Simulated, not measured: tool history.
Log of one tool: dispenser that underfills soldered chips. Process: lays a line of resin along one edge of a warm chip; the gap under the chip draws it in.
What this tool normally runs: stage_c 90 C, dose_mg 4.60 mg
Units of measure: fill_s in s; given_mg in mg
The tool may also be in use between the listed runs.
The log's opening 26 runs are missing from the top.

-- hour=127.3 new syringe of resin
run 27 hour=128.6 | stage_c=79 dose_mg=4.62 | fill_s=36.0 given_mg=4.38
run 28 hour=132.5 | stage_c=78 dose_mg=5.04 | fill_s=45.4 given_mg=4.74
run 29 hour=135.4 | stage_c=78 dose_mg=5.04 | fill_s=52.0 given_mg=4.73
-- hour=138.8 new syringe of resin
run 30 hour=139.9 | stage_c=90 dose_mg=4.59 | fill_s=23.0 given_mg=4.31
run 31 hour=144.2 | stage_c=90 dose_mg=4.59 | fill_s=28.1 given_mg=4.29
run 32 hour=149.5 | stage_c=101 dose_mg=4.59 | fill_s=24.6 given_mg=4.30
-- hour=150.4 new syringe of resin
run 33 hour=156.5 | stage_c=87 dose_mg=4.31 | fill_s=33.3 given_mg=3.98
-- hour=160.5 dispensing valve cleaned and set on the balance
run 34 hour=161.9 | stage_c=96 dose_mg=3.91 | fill_s=29.4 given_mg=3.91
-- hour=163.0 new syringe of resin
run 35 hour=169.0 | stage_c=96 dose_mg=3.91 | fill_s=24.2 given_mg=3.88
run 36 hour=171.9 | stage_c=105 dose_mg=4.27 | fill_s=19.2 given_mg=4.24
-- hour=174.4 new syringe of resin
run 37 hour=177.1 | stage_c=105 dose_mg=4.27 | fill_s=14.2 given_mg=4.23

Branching from run 37: 3 alternative next runs. What would each branch give?
run A hour=183.1 | stage_c=77 dose_mg=4.64 | fill_s=? given_mg=?
run B hour=183.1 | stage_c=90 dose_mg=3.98 | fill_s=? given_mg=?
run C hour=183.1 | stage_c=93 dose_mg=5.75 | fill_s=? given_mg=?

run=A fill_s=53.8 given_mg=4.57
run=B fill_s=33.4 given_mg=3.92
run=C fill_s=28.9 given_mg=5.68
With no hidden state in the tool, these same runs would have given:
run=A fill_s=37.8 given_mg=4.63
run=B fill_s=23.4 given_mg=3.97
run=C fill_s=20.3 given_mg=5.76

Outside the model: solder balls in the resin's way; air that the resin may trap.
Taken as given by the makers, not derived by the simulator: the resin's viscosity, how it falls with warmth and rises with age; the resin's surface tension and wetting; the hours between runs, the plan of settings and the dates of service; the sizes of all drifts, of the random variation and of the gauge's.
